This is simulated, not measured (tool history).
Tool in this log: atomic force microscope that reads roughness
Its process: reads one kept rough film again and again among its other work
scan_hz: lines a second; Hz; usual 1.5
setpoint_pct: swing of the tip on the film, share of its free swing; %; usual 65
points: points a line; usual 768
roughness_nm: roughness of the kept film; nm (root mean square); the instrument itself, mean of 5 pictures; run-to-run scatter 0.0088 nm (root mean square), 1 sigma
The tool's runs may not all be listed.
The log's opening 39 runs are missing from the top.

run	hour	scan_hz	setpoint_pct	points	pictures with this tip	hours of work since the height scale was calibrated	roughness_nm
40	844.2	2.97	69	481	78	585	1.798
41	869.1	2.37	77	347	109	602	1.71
# hour 881.5: new tip fitted
42	895.2	0.77	65	634	17	620	2.008
43	921.5	1.5	65	476	51	638	1.955
44	936.7	1.5	65	476	70	648	1.943
45	954	2.48	56	827	92	660	1.974
# hour 979.1: new tip fitted
46	979.3	2.48	56	827	0	677	1.967
47	1008.5	2.39	56	827	37	696	1.976
48	1029.2	2.33	77	827	64	711	1.757
49	1050.7	1.5	59	558	91	725	1.983
50	1071.9	3.07	65	768	118	740	1.84
# hour 1076.5: new tip fitted
51	1099.9	0.7	65	404	29	758	2.008
52	1129.4	1.55	65	373	67	778	1.931
53	1151.3	1.5	71	768	95	793	1.915

Branching from run 53: 3 alternative next runs. What would each branch give?
A	1164.5	2.81	71	768	112	802	?
B	1164.5	0.5	83	498	112	802	?
C	1164.5	2.17	71	768	112	802	?

run	roughness_nm
A	1.789
B	1.949
C	1.833
Without the tool's hidden state the same runs would have given:
run	roughness_nm
A	1.797
B	1.957
C	1.84

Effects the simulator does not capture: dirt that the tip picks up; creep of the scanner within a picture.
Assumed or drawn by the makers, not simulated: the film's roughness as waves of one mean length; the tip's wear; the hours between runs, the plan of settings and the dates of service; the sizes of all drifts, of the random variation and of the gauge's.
